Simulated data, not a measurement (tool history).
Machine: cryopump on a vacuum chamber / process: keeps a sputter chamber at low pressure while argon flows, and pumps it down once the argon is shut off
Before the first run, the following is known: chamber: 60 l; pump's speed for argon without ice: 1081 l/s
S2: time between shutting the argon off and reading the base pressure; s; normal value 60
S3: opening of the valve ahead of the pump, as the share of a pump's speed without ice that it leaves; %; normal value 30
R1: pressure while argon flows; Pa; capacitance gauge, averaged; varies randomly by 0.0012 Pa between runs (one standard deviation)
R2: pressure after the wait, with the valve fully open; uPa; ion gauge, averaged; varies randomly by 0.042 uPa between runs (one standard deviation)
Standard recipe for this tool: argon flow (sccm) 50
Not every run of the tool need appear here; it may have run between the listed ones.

run 1 day=0 | argon_flow_(sccm)=50 S2=60 S3=30 | R1=0.2622 R2=2.85
run 2 day=4.462 | argon_flow_(sccm)=50 S2=60 S3=30 | R1=0.2667 R2=2.88
run 3 day=6.604 | argon_flow_(sccm)=50 S2=60 S3=30 | R1=0.267 R2=2.87
run 4 day=11.65 | argon_flow_(sccm)=50 S2=28 S3=30 | R1=0.2682 R2=5.36
run 5 day=14.204 | argon_flow_(sccm)=50 S2=60 S3=30 | R1=0.2721 R2=2.99
run 6 day=18.233 | argon_flow_(sccm)=50 S2=60 S3=57 | R1=0.1503 R2=3.06
run 7 day=22.533 | argon_flow_(sccm)=50 S2=60 S3=57 | R1=0.1547 R2=3.26
run 8 day=27.108 | argon_flow_(sccm)=50 S2=60 S3=57 | R1=0.1576 R2=3.41
-- day=30.396 pump warmed up, emptied and cooled again
run 9 day=32.321 | argon_flow_(sccm)=50 S2=60 S3=28 | R1=0.2819 R2=3.2
run 10 day=35.467 | argon_flow_(sccm)=27 S2=60 S3=28 | R1=0.1538 R2=3.27
run 11 day=40.738 | argon_flow_(sccm)=50 S2=33 S3=30 | R1=0.2708 R2=5.11
run 12 day=45.771 | argon_flow_(sccm)=50 S2=33 S3=30 | R1=0.271 R2=5.19
run 13 day=49.554 | argon_flow_(sccm)=50 S2=33 S3=30 | R1=0.2733 R2=5.4
-- day=50.167 leaking fittings of the chamber tightened, without venting
run 14 day=52.154 | argon_flow_(sccm)=50 S2=33 S3=30 | R1=0.2763 R2=4.32
run 15 day=57.254 | argon_flow_(sccm)=50 S2=33 S3=30 | R1=0.2775 R2=4.4
run 16 day=60.871 | argon_flow_(sccm)=50 S2=33 S3=30 | R1=0.2833 R2=4.65
-- day=61.808 pump warmed up, emptied and cooled again
run 17 day=65.262 | argon_flow_(sccm)=50 S2=95 S3=55 | R1=0.1479 R2=1.92
run 18 day=70.121 | argon_flow_(sccm)=20 S2=60 S3=30 | R1=0.1079 R2=2.78
run 19 day=74.317 | argon_flow_(sccm)=60 S2=190 S3=18 | R1=0.5357 R2=1.4
run 20 day=79.312 | argon_flow_(sccm)=42 S2=77 S3=59 | R1=0.1236 R2=2.5
run 21 day=83.338 | argon_flow_(sccm)=42 S2=77 S3=23 | R1=0.2985 R2=2.59
run 22 day=86.375 | argon_flow_(sccm)=49 S2=54 S3=23 | R1=0.3502 R2=3.31
run 23 day=89.671 | argon_flow_(sccm)=49 S2=54 S3=23 | R1=0.3534 R2=3.5
run 24 day=91.804 | argon_flow_(sccm)=50 S2=60 S3=26 | R1=0.3251 R2=3.23
-- day=92.771 pump warmed up, emptied and cooled again
run 25 day=96.283 | argon_flow_(sccm)=29 S2=85 S3=33 | R1=0.1417 R2=2.54

Measured minus without-hidden-state, run by run (identical run-to-run variation in each term; gauge scatter may differ):
What the log doesn't record here: pump's speed, % of a pump's without ice; cold plate's temperature, K; leak into the chamber, uPa l/s; drift of the gauge itself on working_pa, %; drift of the gauge itself on base_upa, %.
run=1 R1=+0.003 R2=+0.33
run=2 R1=+0.0054 R2=+0.39
run=3 R1=+0.0067 R2=+0.43
run=4 R1=+0.0095 R2=+0.52
run=5 R1=+0.0113 R2=+0.58
run=6 R1=+0.014 R2=+0.66
run=7 R1=+0.0173 R2=+0.77
run=8 R1=+0.0207 R2=+0.89
run=9 R1=+0.0038 R2=+0.75
run=10 R1=+0.0031 R2=+0.8
run=11 R1=+0.0088 R2=+0.92
run=12 R1=+0.0115 R2=+1.04
run=13 R1=+0.0139 R2=+1.15
run=14 R1=+0.0157 R2=+0.13
run=15 R1=+0.0193 R2=+0.23
run=16 R1=+0.0223 R2=+0.31
run=17 R1=+0.0056 R2=+0.27
run=18 R1=+0.0034 R2=+0.35
run=19 R1=+0.0135 R2=+0.43
run=20 R1=+0.012 R2=+0.54
run=21 R1=+0.0142 R2=+0.61
run=22 R1=+0.0186 R2=+0.66
run=23 R1=+0.0211 R2=+0.77
run=24 R1=+0.0234 R2=+0.8
run=25 R1=+0.0037 R2=+0.69

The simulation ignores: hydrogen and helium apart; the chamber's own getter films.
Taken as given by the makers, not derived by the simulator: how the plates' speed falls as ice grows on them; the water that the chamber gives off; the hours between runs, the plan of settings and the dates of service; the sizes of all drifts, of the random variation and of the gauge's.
